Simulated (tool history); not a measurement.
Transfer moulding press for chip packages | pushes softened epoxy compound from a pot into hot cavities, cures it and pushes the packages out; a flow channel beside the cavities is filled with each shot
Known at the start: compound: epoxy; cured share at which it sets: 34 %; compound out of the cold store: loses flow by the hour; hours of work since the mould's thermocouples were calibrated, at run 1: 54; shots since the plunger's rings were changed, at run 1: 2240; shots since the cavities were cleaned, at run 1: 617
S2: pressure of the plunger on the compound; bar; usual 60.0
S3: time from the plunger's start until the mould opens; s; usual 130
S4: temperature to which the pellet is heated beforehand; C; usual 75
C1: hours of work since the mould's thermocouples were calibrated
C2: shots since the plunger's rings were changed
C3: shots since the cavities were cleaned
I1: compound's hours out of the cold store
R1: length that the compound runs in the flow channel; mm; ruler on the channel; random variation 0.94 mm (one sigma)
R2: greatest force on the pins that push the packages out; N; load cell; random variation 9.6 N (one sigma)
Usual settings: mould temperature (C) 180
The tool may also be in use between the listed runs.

{"run": 1, "day": 0.0, "mould temperature (C)": 180, "S2": 60.0, "S3": 130, "S4": 75, "C1": 54, "C2": 2240, "C3": 617, "I1": 10.1, "R1": 699.8, "R2": 434}
{"day": 2.042, "done": "cavities cleaned with cleaning compound and waxed"}
{"run": 2, "day": 2.392, "mould temperature (C)": 180, "S2": 60.0, "S3": 130, "S4": 75, "C1": 80, "C2": 2636, "C3": 60, "I1": 30.1, "R1": 666.2, "R2": 432}
{"run": 3, "day": 4.283, "mould temperature (C)": 180, "S2": 60.0, "S3": 130, "S4": 75, "C1": 100, "C2": 2957, "C3": 381, "I1": 24.8, "R1": 676.3, "R2": 431}
{"run": 4, "day": 5.404, "mould temperature (C)": 180, "S2": 60.0, "S3": 130, "S4": 75, "C1": 112, "C2": 3147, "C3": 571, "I1": 22.9, "R1": 677.8, "R2": 456}
{"run": 5, "day": 6.442, "mould temperature (C)": 180, "S2": 60.0, "S3": 130, "S4": 80, "C1": 124, "C2": 3324, "C3": 748, "I1": 15.6, "R1": 690.7, "R2": 424}
{"day": 7.592, "done": "cavities cleaned with cleaning compound and waxed"}
{"run": 6, "day": 7.646, "mould temperature (C)": 180, "S2": 60.0, "S3": 130, "S4": 80, "C1": 136, "C2": 3518, "C3": 9, "I1": 11.4, "R1": 695.1, "R2": 444}
{"run": 7, "day": 9.029, "mould temperature (C)": 180, "S2": 60.0, "S3": 130, "S4": 80, "C1": 151, "C2": 3753, "C3": 244, "I1": 20.7, "R1": 682.4, "R2": 449}
{"run": 8, "day": 10.45, "mould temperature (C)": 180, "S2": 60.0, "S3": 130, "S4": 80, "C1": 167, "C2": 3994, "C3": 485, "I1": 47.4, "R1": 641.8, "R2": 422}
{"run": 9, "day": 11.671, "mould temperature (C)": 180, "S2": 60.0, "S3": 130, "S4": 80, "C1": 180, "C2": 4202, "C3": 693, "I1": 30.2, "R1": 666.4, "R2": 439}
{"run": 10, "day": 13.008, "mould temperature (C)": 180, "S2": 60.0, "S3": 128, "S4": 75, "C1": 194, "C2": 4429, "C3": 920, "I1": 17.9, "R1": 686.3, "R2": 452}
{"day": 13.325, "done": "plunger's sealing rings changed"}
{"day": 13.388, "done": "cavities cleaned with cleaning compound and waxed"}
{"run": 11, "day": 14.879, "mould temperature (C)": 180, "S2": 60.0, "S3": 128, "S4": 75, "C1": 213, "C2": 254, "C3": 254, "I1": 32.8, "R1": 664.1, "R2": 418}
{"run": 12, "day": 17.208, "mould temperature (C)": 180, "S2": 48.5, "S3": 130, "S4": 75, "C1": 238, "C2": 649, "C3": 649, "I1": 33.1, "R1": 595.4, "R2": 418}
{"day": 18.942, "done": "cavities cleaned with cleaning compound and waxed"}
{"run": 13, "day": 19.371, "mould temperature (C)": 180, "S2": 48.5, "S3": 130, "S4": 75, "C1": 261, "C2": 1006, "C3": 73, "I1": 12.1, "R1": 626.0, "R2": 427}
{"run": 14, "day": 21.642, "mould temperature (C)": 180, "S2": 60.0, "S3": 130, "S4": 69, "C1": 286, "C2": 1392, "C3": 459, "I1": 27.6, "R1": 671.5, "R2": 436}
{"run": 15, "day": 23.392, "mould temperature (C)": 183, "S2": 60.0, "S3": 130, "S4": 71, "C1": 305, "C2": 1689, "C3": 756, "I1": 26.3, "R1": 662.6, "R2": 411}
{"day": 24.6, "done": "cavities cleaned with cleaning compound and waxed"}
{"run": 16, "day": 24.629, "mould temperature (C)": 183, "S2": 60.0, "S3": 130, "S4": 71, "C1": 317, "C2": 1889, "C3": 5, "I1": 30.1, "R1": 655.4, "R2": 425}
{"run": 17, "day": 26.0, "mould temperature (C)": 175, "S2": 50.9, "S3": 123, "S4": 73, "C1": 332, "C2": 2122, "C3": 238, "I1": 32.4, "R1": 628.8, "R2": 606}
{"run": 18, "day": 27.533, "mould temperature (C)": 185, "S2": 47.7, "S3": 165, "S4": 68, "C1": 349, "C2": 2383, "C3": 499, "I1": 32.4, "R1": 576.0, "R2": 388}
{"run": 19, "day": 28.867, "mould temperature (C)": 180, "S2": 60.0, "S3": 130, "S4": 78, "C1": 363, "C2": 2609, "C3": 725, "I1": 19.0, "R1": 683.9, "R2": 429}
{"day": 30.15, "done": "cavities cleaned with cleaning compound and waxed"}
{"run": 20, "day": 30.292, "mould temperature (C)": 180, "S2": 60.0, "S3": 130, "S4": 78, "C1": 378, "C2": 2841, "C3": 24, "I1": 12.2, "R1": 694.8, "R2": 429}
{"run": 21, "day": 31.925, "mould temperature (C)": 179, "S2": 68.1, "S3": 115, "S4": 84, "C1": 396, "C2": 3118, "C3": 301, "I1": 36.9, "R1": 701.8, "R2": 515}
{"run": 22, "day": 33.117, "mould temperature (C)": 179, "S2": 59.1, "S3": 163, "S4": 84, "C1": 409, "C2": 3321, "C3": 504, "I1": 23.2, "R1": 674.4, "R2": 399}
{"run": 23, "day": 34.896, "mould temperature (C)": 185, "S2": 48.3, "S3": 163, "S4": 85, "C1": 428, "C2": 3623, "C3": 806, "I1": 44.2, "R1": 563.9, "R2": 398}
{"day": 35.804, "done": "cavities cleaned with cleaning compound and waxed"}
{"run": 24, "day": 36.433, "mould temperature (C)": 185, "S2": 67.2, "S3": 122, "S4": 81, "C1": 444, "C2": 3874, "C3": 107, "I1": 32.9, "R1": 680.5, "R2": 402}
{"run": 25, "day": 37.888, "mould temperature (C)": 187, "S2": 73.2, "S3": 130, "S4": 81, "C1": 460, "C2": 4121, "C3": 354, "I1": 31.7, "R1": 707.1, "R2": 409}
{"run": 26, "day": 39.088, "mould temperature (C)": 179, "S2": 60.0, "S3": 117, "S4": 75, "C1": 473, "C2": 4325, "C3": 558, "I1": 36.2, "R1": 663.3, "R2": 488}
{"day": 40.075, "done": "plunger's sealing rings changed"}
{"run": 27, "day": 40.533, "mould temperature (C)": 173, "S2": 61.4, "S3": 147, "S4": 72, "C1": 488, "C2": 78, "C3": 786, "I1": 19.1, "R1": 720.8, "R2": 509}

Forecast each of these 3 alternatives for the next run:
{"day": 41.55, "done": "cavities cleaned with cleaning compound and waxed"}
{"run": "A", "day": 42.896, "mould temperature (C)": 184, "S2": 61.4, "S3": 122, "S4": 72, "C1": 513, "C2": 469, "C3": 229, "I1": 13.5, "R1": "?", "R2": "?"}
{"day": 41.55, "done": "cavities cleaned with cleaning compound and waxed"}
{"run": "B", "day": 42.896, "mould temperature (C)": 182, "S2": 59.5, "S3": 117, "S4": 75, "C1": 513, "C2": 469, "C3": 229, "I1": 21.0, "R1": "?", "R2": "?"}
{"day": 41.55, "done": "cavities cleaned with cleaning compound and waxed"}
{"run": "C", "day": 42.896, "mould temperature (C)": 173, "S2": 61.4, "S3": 118, "S4": 72, "C1": 513, "C2": 469, "C3": 229, "I1": 17.7, "R1": "?", "R2": "?"}

run=A R1=687.9 R2=404
run=B R1=669.3 R2=447
run=C R1=725.8 R2=780
Without the tool's hidden state the same runs would have given:
run=A R1=687.9 R2=403
run=B R1=669.3 R2=446
run=C R1=725.8 R2=778
